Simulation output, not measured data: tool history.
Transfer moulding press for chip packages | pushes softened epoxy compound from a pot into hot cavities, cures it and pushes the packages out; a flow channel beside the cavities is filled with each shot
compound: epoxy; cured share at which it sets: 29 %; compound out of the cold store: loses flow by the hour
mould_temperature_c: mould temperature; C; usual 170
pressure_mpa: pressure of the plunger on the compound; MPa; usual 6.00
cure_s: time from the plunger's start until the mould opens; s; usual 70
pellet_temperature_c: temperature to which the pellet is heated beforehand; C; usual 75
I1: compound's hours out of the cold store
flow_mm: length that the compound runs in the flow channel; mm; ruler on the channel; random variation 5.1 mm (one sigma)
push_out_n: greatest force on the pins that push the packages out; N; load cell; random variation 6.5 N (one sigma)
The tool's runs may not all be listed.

run 1 hour=0.0 | mould_temperature_c=170 pressure_mpa=6.00 cure_s=70 pellet_temperature_c=75 | I1=43.2 | flow_mm=483 push_out_n=271
-- hour=25.2 mould's thermocouples calibrated
run 2 hour=54.0 | mould_temperature_c=170 pressure_mpa=6.00 cure_s=70 pellet_temperature_c=75 | I1=46.5 | flow_mm=468 push_out_n=574
-- hour=72.0 cavities cleaned with cleaning compound and waxed
run 3 hour=105.5 | mould_temperature_c=170 pressure_mpa=6.00 cure_s=70 pellet_temperature_c=75 | I1=43.1 | flow_mm=473 push_out_n=518
-- hour=141.7 cavities cleaned with cleaning compound and waxed
run 4 hour=144.0 | mould_temperature_c=170 pressure_mpa=6.00 cure_s=70 pellet_temperature_c=75 | I1=26.9 | flow_mm=504 push_out_n=294
run 5 hour=172.5 | mould_temperature_c=170 pressure_mpa=6.00 cure_s=70 pellet_temperature_c=75 | I1=28.0 | flow_mm=501 push_out_n=510
-- hour=184.4 plunger's sealing rings changed
-- hour=212.7 cavities cleaned with cleaning compound and waxed
run 6 hour=227.2 | mould_temperature_c=170 pressure_mpa=6.00 cure_s=70 pellet_temperature_c=75 | I1=13.2 | flow_mm=555 push_out_n=425
run 7 hour=267.9 | mould_temperature_c=170 pressure_mpa=6.00 cure_s=70 pellet_temperature_c=75 | I1=38.6 | flow_mm=501 push_out_n=565
-- hour=281.5 cavities cleaned with cleaning compound and waxed
run 8 hour=300.1 | mould_temperature_c=170 pressure_mpa=6.11 cure_s=70 pellet_temperature_c=69 | I1=36.4 | flow_mm=525 push_out_n=449
-- hour=352.7 cavities cleaned with cleaning compound and waxed
run 9 hour=354.1 | mould_temperature_c=170 pressure_mpa=4.72 cure_s=70 pellet_temperature_c=69 | I1=11.6 | flow_mm=493 push_out_n=295
run 10 hour=405.9 | mould_temperature_c=172 pressure_mpa=6.00 cure_s=70 pellet_temperature_c=75 | I1=16.9 | flow_mm=520 push_out_n=538
-- hour=424.1 cavities cleaned with cleaning compound and waxed
run 11 hour=456.4 | mould_temperature_c=163 pressure_mpa=6.00 cure_s=80 pellet_temperature_c=81 | I1=45.9 | flow_mm=490 push_out_n=594

5 ways to go on from here, each from the tool as it stands after run 11. What would each give?
-- hour=493.0 cavities cleaned with cleaning compound and waxed
run A hour=493.0 | mould_temperature_c=169 pressure_mpa=6.00 cure_s=103 pellet_temperature_c=81 | I1=10.6 | flow_mm=? push_out_n=?
-- hour=493.0 cavities cleaned with cleaning compound and waxed
run B hour=493.0 | mould_temperature_c=166 pressure_mpa=5.17 cure_s=57 pellet_temperature_c=75 | I1=11.0 | flow_mm=? push_out_n=?
-- hour=493.0 cavities cleaned with cleaning compound and waxed
run C hour=493.0 | mould_temperature_c=162 pressure_mpa=6.00 cure_s=80 pellet_temperature_c=81 | I1=35.3 | flow_mm=? push_out_n=?
-- hour=493.0 cavities cleaned with cleaning compound and waxed
run D hour=493.0 | mould_temperature_c=163 pressure_mpa=4.56 cure_s=80 pellet_temperature_c=81 | I1=14.7 | flow_mm=? push_out_n=?
-- hour=493.0 cavities cleaned with cleaning compound and waxed
run E hour=493.0 | mould_temperature_c=163 pressure_mpa=5.76 cure_s=70 pellet_temperature_c=75 | I1=14.5 | flow_mm=? push_out_n=?

run=A flow_mm=537 push_out_n=236
run=B flow_mm=501 push_out_n=562
run=C flow_mm=510 push_out_n=322
run=D flow_mm=475 push_out_n=322
run=E flow_mm=538 push_out_n=439
Without the tool's hidden state the same runs would have given:
run=A flow_mm=576 push_out_n=233
run=B flow_mm=537 push_out_n=518
run=C flow_mm=547 push_out_n=300
run=D flow_mm=510 push_out_n=300
run=E flow_mm=577 push_out_n=404
